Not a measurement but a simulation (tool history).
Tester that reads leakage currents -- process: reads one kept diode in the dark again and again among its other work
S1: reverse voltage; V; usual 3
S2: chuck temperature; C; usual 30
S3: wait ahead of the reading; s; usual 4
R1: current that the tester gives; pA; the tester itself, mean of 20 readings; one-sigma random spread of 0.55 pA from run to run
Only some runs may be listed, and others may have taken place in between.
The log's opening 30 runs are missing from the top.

run	hour	S1	S2	S3	R1
31	2518	4.18	46	3.46	1030.07
# hour 2552.6: chuck's temperature calibrated
32	2606.4	4.18	46	4.46	912.59
33	2711.5	5.38	32	3.25	313.2
34	2808.6	12.2	38	2.57	882.01
35	2910.7	2.63	38	2.57	353
36	3013.5	3.01	38	5.18	383.38
37	3104.4	3.01	38	5.18	389.24
38	3186.1	1.25	53	2.03	811.54

Branching from run 38: 5 alternative next runs. What would each branch give?
A	3246.4	2.02	56	1	?
B	3246.4	1.23	35	2.05	?
C	3246.4	3	30	7.66	?
D	3246.4	1.25	53	6.53	?
E	3246.4	3	30	7.31	?

run	R1
A	1379.07
B	173.93
C	188.7
D	814.1
E	187.88
With the hidden condition removed and each run's random variation left untouched, the same runs would have given:
run	R1
A	1354.02
B	169.9
C	183.32
D	799.06
E	182.51

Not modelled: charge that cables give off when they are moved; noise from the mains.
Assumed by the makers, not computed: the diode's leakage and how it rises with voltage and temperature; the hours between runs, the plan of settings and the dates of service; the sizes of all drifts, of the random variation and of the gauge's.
